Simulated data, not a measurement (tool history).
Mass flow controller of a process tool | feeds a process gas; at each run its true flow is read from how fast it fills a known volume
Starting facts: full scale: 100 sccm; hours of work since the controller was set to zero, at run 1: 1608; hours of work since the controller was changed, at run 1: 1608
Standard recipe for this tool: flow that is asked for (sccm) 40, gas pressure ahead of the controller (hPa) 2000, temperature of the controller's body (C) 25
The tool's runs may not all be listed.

run,day,flow that is asked for (sccm),gas pressure ahead of the controller (hPa),temperature of the controller's body (C),hours of work since the controller was set to zero,hours of work since the controller was changed,true flow (%)
1,0,40,2000,25,1608,1608,97.43
2,10.804,40,2000,25,1720,1720,97.53
3,18.671,40,2000,25,1801,1801,97.54
4,31.096,40,2000,25,1928,1928,97.48
5,43.479,40,2000,25,2056,2056,97.5
6,52.462,40,2000,25,2148,2148,97.59
7,58.158,40,2000,25,2207,2207,97.46
8,64.7,40,2000,25,2274,2274,97.69
9,76.912,40,2000,25,2400,2400,97.49
10,86.846,57,2000,25,2503,2503,98.49
# day 88.1: controller's zero set anew
11,96.8,33,2000,25,90,2605,96.29
12,105.433,33,2000,25,178,2694,96.15
13,115.675,33,2000,25,284,2799,96.23
14,128.446,40,1420,25,415,2931,97.02
15,137.304,40,1420,25,507,3022,96.93
16,144.496,92,2160,26,581,3096,99.61
17,151.788,40,1510,33,656,3171,97.34
# day 162.746: controller's zero set anew, once more
18,163.271,40,1510,33,5,3289,99.19
19,175.754,33,1730,22,134,3418,98.42

Each row is a separate what-if for the run after 19, all from the same tool condition, not one after another. Results?
A,188.754,45,1820,23,268,3551,?
B,188.754,11,1880,34,268,3551,?
C,188.754,33,2650,22,268,3551,?
D,188.754,96,2000,25,268,3551,?
E,188.754,14,2190,27,268,3551,?

run,true flow (%)
A,98.83
B,97.82
C,98.33
D,100.75
E,97.66
The same runs, with their run-to-run variation unchanged, on a tool lacking any hidden condition would have given:
run,true flow (%)
A,98.03
B,97.32
C,97.57
D,99.9
E,97.08
